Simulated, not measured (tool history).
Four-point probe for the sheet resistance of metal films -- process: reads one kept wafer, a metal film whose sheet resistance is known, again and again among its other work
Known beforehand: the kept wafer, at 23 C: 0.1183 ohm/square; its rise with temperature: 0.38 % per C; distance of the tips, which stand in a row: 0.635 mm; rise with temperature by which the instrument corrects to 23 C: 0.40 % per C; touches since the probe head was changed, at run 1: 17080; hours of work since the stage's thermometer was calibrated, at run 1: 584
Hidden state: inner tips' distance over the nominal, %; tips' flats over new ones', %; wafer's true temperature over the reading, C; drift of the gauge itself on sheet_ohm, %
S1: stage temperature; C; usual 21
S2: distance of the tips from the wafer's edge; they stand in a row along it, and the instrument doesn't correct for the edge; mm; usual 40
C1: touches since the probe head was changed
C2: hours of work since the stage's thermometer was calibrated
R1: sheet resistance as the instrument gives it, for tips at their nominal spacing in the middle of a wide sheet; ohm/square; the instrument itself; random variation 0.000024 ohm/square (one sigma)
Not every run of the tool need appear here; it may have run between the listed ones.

{"run": 1, "hour": 0.0, "S1": 21, "S2": 40, "C1": 17080, "C2": 584, "R1": 0.1191}
{"run": 2, "hour": 72.5, "S1": 21, "S2": 6, "C1": 19942, "C2": 630, "R1": 0.119836}
{"run": 3, "hour": 107.9, "S1": 21, "S2": 22, "C1": 21339, "C2": 652, "R1": 0.119196}
{"run": 4, "hour": 178.4, "S1": 21, "S2": 22, "C1": 24124, "C2": 696, "R1": 0.119315}
{"run": 5, "hour": 249.9, "S1": 21, "S2": 22, "C1": 26947, "C2": 741, "R1": 0.119374}
{"run": 6, "hour": 329.2, "S1": 23, "S2": 40, "C1": 30079, "C2": 791, "R1": 0.119358}
{"run": 7, "hour": 379.8, "S1": 21, "S2": 40, "C1": 32077, "C2": 823, "R1": 0.119477}
{"run": 8, "hour": 423.5, "S1": 21, "S2": 40, "C1": 33802, "C2": 850, "R1": 0.119452}
{"run": 9, "hour": 467.3, "S1": 21, "S2": 40, "C1": 35530, "C2": 878, "R1": 0.119528}
{"run": 10, "hour": 542.7, "S1": 21, "S2": 61, "C1": 38506, "C2": 925, "R1": 0.119578}
{"run": 11, "hour": 612.7, "S1": 21, "S2": 40, "C1": 41270, "C2": 969, "R1": 0.119602}
{"run": 12, "hour": 665.5, "S1": 21, "S2": 40, "C1": 43356, "C2": 1003, "R1": 0.119697}
{"run": 13, "hour": 748.4, "S1": 21, "S2": 40, "C1": 46628, "C2": 1055, "R1": 0.119801}
{"run": 14, "hour": 830.5, "S1": 21, "S2": 40, "C1": 49869, "C2": 1106, "R1": 0.119843}
{"run": 15, "hour": 878.0, "S1": 20, "S2": 40, "C1": 51747, "C2": 1136, "R1": 0.119962}
{"run": 16, "hour": 944.5, "S1": 20, "S2": 40, "C1": 54370, "C2": 1178, "R1": 0.119945}
{"run": 17, "hour": 1000.2, "S1": 20, "S2": 40, "C1": 56570, "C2": 1213, "R1": 0.120038}
{"run": 18, "hour": 1066.5, "S1": 21, "S2": 40, "C1": 59188, "C2": 1255, "R1": 0.120049}
{"run": 19, "hour": 1140.9, "S1": 21, "S2": 5, "C1": 62126, "C2": 1302, "R1": 0.121151}
{"run": 20, "hour": 1191.4, "S1": 21, "S2": 5, "C1": 64119, "C2": 1333, "R1": 0.121166}
{"run": 21, "hour": 1263.8, "S1": 21, "S2": 40, "C1": 66976, "C2": 1379, "R1": 0.120275}
{"run": 22, "hour": 1340.7, "S1": 21, "S2": 40, "C1": 70014, "C2": 1427, "R1": 0.120311}
{"run": 23, "hour": 1389.3, "S1": 34, "S2": 14, "C1": 71933, "C2": 1458, "R1": 0.120204}
{"run": 24, "hour": 1441.0, "S1": 34, "S2": 14, "C1": 73976, "C2": 1491, "R1": 0.120225}
{"run": 25, "hour": 1514.1, "S1": 26, "S2": 35, "C1": 76861, "C2": 1536, "R1": 0.120347}
{"run": 26, "hour": 1589.2, "S1": 26, "S2": 35, "C1": 79825, "C2": 1584, "R1": 0.120415}
{"run": 27, "hour": 1676.0, "S1": 25, "S2": 19, "C1": 83254, "C2": 1638, "R1": 0.120585}
{"run": 28, "hour": 1717.6, "S1": 32, "S2": 25, "C1": 84897, "C2": 1665, "R1": 0.120414}
{"run": 29, "hour": 1770.6, "S1": 27, "S2": 19, "C1": 86988, "C2": 1698, "R1": 0.120642}
{"run": 30, "hour": 1808.9, "S1": 27, "S2": 19, "C1": 88501, "C2": 1722, "R1": 0.120663}
{"run": 31, "hour": 1855.4, "S1": 27, "S2": 19, "C1": 90337, "C2": 1751, "R1": 0.120692}
{"hour": 1867.6, "done": "new probe head fitted"}
{"run": 32, "hour": 1924.4, "S1": 27, "S2": 19, "C1": 2240, "C2": 1794, "R1": 0.118701}
{"run": 33, "hour": 1997.0, "S1": 27, "S2": 19, "C1": 5106, "C2": 1840, "R1": 0.118778}
{"run": 34, "hour": 2061.1, "S1": 34, "S2": 18, "C1": 7640, "C2": 1880, "R1": 0.118669}
{"run": 35, "hour": 2109.2, "S1": 22, "S2": 18, "C1": 9536, "C2": 1910, "R1": 0.11902}
{"run": 36, "hour": 2152.2, "S1": 21, "S2": 10, "C1": 11234, "C2": 1937, "R1": 0.119225}
{"run": 37, "hour": 2213.4, "S1": 31, "S2": 40, "C1": 13652, "C2": 1976, "R1": 0.118806}
{"run": 38, "hour": 2287.8, "S1": 31, "S2": 53, "C1": 16590, "C2": 2023, "R1": 0.118863}
{"run": 39, "hour": 2370.3, "S1": 29, "S2": 6, "C1": 19847, "C2": 2075, "R1": 0.119706}
{"run": 40, "hour": 2434.5, "S1": 18, "S2": 45, "C1": 22381, "C2": 2115, "R1": 0.119314}
{"run": 41, "hour": 2470.5, "S1": 18, "S2": 45, "C1": 23804, "C2": 2138, "R1": 0.119363}
{"run": 42, "hour": 2511.2, "S1": 20, "S2": 45, "C1": 25408, "C2": 2163, "R1": 0.119339}
{"run": 43, "hour": 2581.4, "S1": 20, "S2": 45, "C1": 28183, "C2": 2207, "R1": 0.119384}
{"run": 44, "hour": 2649.1, "S1": 27, "S2": 22, "C1": 30855, "C2": 2250, "R1": 0.119373}

What if the next run were any one of these 4? Each begins from the tool's condition after run 44:
{"run": "A", "hour": 2710.6, "S1": 31, "S2": 13, "C1": 33284, "C2": 2289, "R1": "?"}
{"run": "B", "hour": 2710.6, "S1": 21, "S2": 22, "C1": 33284, "C2": 2289, "R1": "?"}
{"run": "C", "hour": 2710.6, "S1": 24, "S2": 40, "C1": 33284, "C2": 2289, "R1": "?"}
{"run": "D", "hour": 2710.6, "S1": 23, "S2": 15, "C1": 33284, "C2": 2289, "R1": "?"}

run=A R1=0.119399
run=B R1=0.119542
run=C R1=0.119459
run=D R1=0.119575
Without the tool's unlogged condition, the same runs would have read:
run=A R1=0.118266
run=B R1=0.118392
run=C R1=0.118315
run=D R1=0.118428
